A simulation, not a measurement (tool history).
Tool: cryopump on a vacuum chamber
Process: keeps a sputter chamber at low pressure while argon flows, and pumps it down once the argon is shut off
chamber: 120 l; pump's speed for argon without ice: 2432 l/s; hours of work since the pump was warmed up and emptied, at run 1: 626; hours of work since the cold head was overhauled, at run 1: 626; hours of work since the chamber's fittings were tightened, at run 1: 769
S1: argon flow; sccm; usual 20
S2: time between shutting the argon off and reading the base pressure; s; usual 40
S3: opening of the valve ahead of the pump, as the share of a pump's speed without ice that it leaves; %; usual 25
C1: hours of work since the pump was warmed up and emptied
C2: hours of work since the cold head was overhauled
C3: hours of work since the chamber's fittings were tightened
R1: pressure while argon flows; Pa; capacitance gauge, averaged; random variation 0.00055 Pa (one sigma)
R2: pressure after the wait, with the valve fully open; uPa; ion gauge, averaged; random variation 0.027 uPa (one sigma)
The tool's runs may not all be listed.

run 1 hour=0 | S1=20 S2=40 S3=25 | C1=626 C2=626 C3=769 | R1=0.0592 R2=1.59
run 2 hour=59.4 | S1=20 S2=40 S3=25 | C1=660 C2=660 C3=803 | R1=0.0597 R2=1.64
run 3 hour=83.4 | S1=20 S2=40 S3=25 | C1=674 C2=674 C3=817 | R1=0.0591 R2=1.63
run 4 hour=113 | S1=20 S2=40 S3=25 | C1=691 C2=691 C3=834 | R1=0.0595 R2=1.58
run 5 hour=145.8 | S1=20 S2=40 S3=25 | C1=710 C2=710 C3=853 | R1=0.0598 R2=1.57
run 6 hour=196 | S1=20 S2=40 S3=25 | C1=739 C2=739 C3=882 | R1=0.0594 R2=1.65
run 7 hour=228.8 | S1=20 S2=40 S3=23 | C1=758 C2=758 C3=901 | R1=0.0641 R2=1.6
run 8 hour=264.4 | S1=8 S2=40 S3=25 | C1=778 C2=778 C3=921 | R1=0.0237 R2=1.61
run 9 hour=321.9 | S1=8 S2=40 S3=25 | C1=812 C2=812 C3=955 | R1=0.0246 R2=1.67
-- hour=350.8 pump warmed up, emptied and cooled again
run 10 hour=364.3 | S1=8 S2=40 S3=25 | C1=8 C2=833 C3=976 | R1=0.0226 R2=1.53
run 11 hour=414.7 | S1=20 S2=40 S3=25 | C1=37 C2=862 C3=1005 | R1=0.0561 R2=1.58
run 12 hour=468 | S1=36 S2=40 S3=25 | C1=68 C2=893 C3=1036 | R1=0.1004 R2=1.55
run 13 hour=518.2 | S1=20 S2=211 S3=25 | C1=97 C2=922 C3=1065 | R1=0.0553 R2=0.71
run 14 hour=571 | S1=20 S2=211 S3=25 | C1=127 C2=952 C3=1095 | R1=0.056 R2=0.7
run 15 hour=604 | S1=20 S2=211 S3=25 | C1=146 C2=971 C3=1114 | R1=0.0566 R2=0.74
run 16 hour=645.6 | S1=20 S2=211 S3=25 | C1=170 C2=995 C3=1138 | R1=0.056 R2=0.69
run 17 hour=685.6 | S1=20 S2=211 S3=25 | C1=193 C2=1019 C3=1162 | R1=0.0557 R2=0.74
run 18 hour=726.7 | S1=28 S2=136 S3=16 | C1=217 C2=1042 C3=1185 | R1=0.1235 R2=0.91
run 19 hour=775.8 | S1=12 S2=33 S3=25 | C1=245 C2=1071 C3=1214 | R1=0.0333 R2=1.87
run 20 hour=822.7 | S1=12 S2=33 S3=25 | C1=272 C2=1098 C3=1241 | R1=0.0348 R2=1.91
run 21 hour=866.7 | S1=12 S2=27 S3=17 | C1=298 C2=1123 C3=1266 | R1=0.0508 R2=2.29
run 22 hour=925.4 | S1=13 S2=76 S3=35 | C1=332 C2=1157 C3=1300 | R1=0.0268 R2=1.19
run 23 hour=957.7 | S1=34 S2=263 S3=58 | C1=350 C2=1176 C3=1319 | R1=0.0437 R2=0.78
run 24 hour=994.5 | S1=34 S2=263 S3=58 | C1=371 C2=1197 C3=1340 | R1=0.0444 R2=0.84

The next listed run, before its measurement:
run 25 hour=1022.7 | S1=34 S2=263 S3=58 | C1=388 C2=1213 C3=1356 | R1=? R2=?

R1: 0.0447 Pa
R2: 0.8 uPa
Without the tool's hidden state the same run would have given R1 0.0415 Pa, R2 0.28 uPa.

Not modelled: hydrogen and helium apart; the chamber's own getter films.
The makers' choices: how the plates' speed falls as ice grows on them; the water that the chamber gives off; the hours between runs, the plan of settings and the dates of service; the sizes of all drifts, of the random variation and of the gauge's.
